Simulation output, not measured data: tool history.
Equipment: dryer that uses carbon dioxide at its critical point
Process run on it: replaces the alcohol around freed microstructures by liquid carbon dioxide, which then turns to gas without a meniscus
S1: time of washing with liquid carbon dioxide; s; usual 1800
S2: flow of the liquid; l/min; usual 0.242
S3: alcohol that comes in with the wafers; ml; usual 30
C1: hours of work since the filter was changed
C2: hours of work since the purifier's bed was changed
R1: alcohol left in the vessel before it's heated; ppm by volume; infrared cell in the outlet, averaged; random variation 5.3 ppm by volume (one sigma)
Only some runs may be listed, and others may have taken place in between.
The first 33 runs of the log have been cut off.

{"run": 34, "hour": 226.9, "S1": 2760, "S2": 0.398, "S3": 30, "C1": 132, "C2": 110, "R1": 36}
{"run": 35, "hour": 235.9, "S1": 2760, "S2": 0.398, "S3": 30, "C1": 136, "C2": 114, "R1": 25}
{"run": 36, "hour": 242.2, "S1": 2640, "S2": 0.242, "S3": 30, "C1": 138, "C2": 116, "R1": 39}
{"run": 37, "hour": 249.7, "S1": 1800, "S2": 0.242, "S3": 42, "C1": 141, "C2": 119, "R1": 239}
{"run": 38, "hour": 255.8, "S1": 2340, "S2": 0.306, "S3": 35, "C1": 144, "C2": 121, "R1": 42}
{"run": 39, "hour": 266.4, "S1": 1320, "S2": 0.167, "S3": 55, "C1": 148, "C2": 126, "R1": 4056}
{"run": 40, "hour": 271.5, "S1": 1320, "S2": 0.167, "S3": 55, "C1": 150, "C2": 128, "R1": 4104}
{"run": 41, "hour": 276.0, "S1": 1320, "S2": 0.167, "S3": 55, "C1": 151, "C2": 129, "R1": 4252}
{"run": 42, "hour": 285.9, "S1": 1800, "S2": 0.229, "S3": 109, "C1": 155, "C2": 133, "R1": 807}
{"run": 43, "hour": 292.3, "S1": 1800, "S2": 0.229, "S3": 109, "C1": 158, "C2": 136, "R1": 836}
{"run": 44, "hour": 300.0, "S1": 1800, "S2": 0.229, "S3": 109, "C1": 161, "C2": 139, "R1": 852}

5 ways to go on from here, each from the tool as it stands after run 44. What would each give?
{"run": "A", "hour": 307.8, "S1": 2340, "S2": 0.216, "S3": 36, "C1": 164, "C2": 142, "R1": "?"}
{"run": "B", "hour": 307.8, "S1": 1800, "S2": 0.229, "S3": 22, "C1": 164, "C2": 142, "R1": "?"}
{"run": "C", "hour": 307.8, "S1": 1500, "S2": 0.175, "S3": 22, "C1": 164, "C2": 142, "R1": "?"}
{"run": "D", "hour": 307.8, "S1": 1080, "S2": 0.147, "S3": 23, "C1": 164, "C2": 142, "R1": "?"}
{"run": "E", "hour": 307.8, "S1": 1140, "S2": 0.237, "S3": 109, "C1": 164, "C2": 142, "R1": "?"}

run=A R1=127
run=B R1=204
run=C R1=1054
run=D R1=3650
run=E R1=4355
Without the tool's hidden state the same runs would have given:
run=A R1=63
run=B R1=121
run=C R1=810
run=D R1=3146
run=E R1=3381
